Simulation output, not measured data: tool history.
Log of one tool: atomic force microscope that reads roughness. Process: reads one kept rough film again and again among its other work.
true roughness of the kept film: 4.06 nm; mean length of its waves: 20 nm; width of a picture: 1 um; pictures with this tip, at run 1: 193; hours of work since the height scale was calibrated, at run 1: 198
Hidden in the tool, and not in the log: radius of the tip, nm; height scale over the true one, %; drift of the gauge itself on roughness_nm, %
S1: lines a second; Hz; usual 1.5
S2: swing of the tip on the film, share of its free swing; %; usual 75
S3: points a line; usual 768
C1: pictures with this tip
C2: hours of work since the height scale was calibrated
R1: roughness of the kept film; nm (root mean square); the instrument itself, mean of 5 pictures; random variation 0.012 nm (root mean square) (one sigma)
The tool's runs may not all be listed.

run    day    S1  S2   S3   C1   C2     R1
  1      0   1.5  75  768  193  198  1.747
  2  0.212   1.5  75  768  200  201  1.707
  3  0.483   1.5  75  768  209  205  1.687
     0.817  -- new tip fitted
  4  0.854   1.5  75  768    2  209  2.873
  5  1.179   1.5  75  768   12  214  2.762
     1.242  -- height scale calibrated on a step standard
  6  1.438   1.5  75  768   19    3  2.728
  7  1.604   1.5  75  768   24    5  2.664
  8  1.788  2.32  75  581   30    7  2.535
     2.075  -- height scale calibrated on a step standard, once more
  9  2.088   1.5  80  548   38    0  2.459
 10  2.479  0.56  80  548   51    6  2.516
 11  2.758  0.56  80  548   60    9  2.466
 12  3.079   1.5  73  621   70   14  2.338
 13  3.304  1.14  73  621   77   17  2.333
 14  3.612  1.14  73  621   87   21  2.263

Forecast each of these 3 alternatives for the next run:
  A  3.933     2  57  261  97  26   ?
  B  3.933  2.08  75  301  97  26   ?
  C  3.933  1.14  61  293  97  26   ?

run     R1
  A  2.175
  B  2.037
  C  2.228
Without the tool's hidden state the same runs would have given:
run     R1
  A  2.931
  B  2.752
  C  3.007
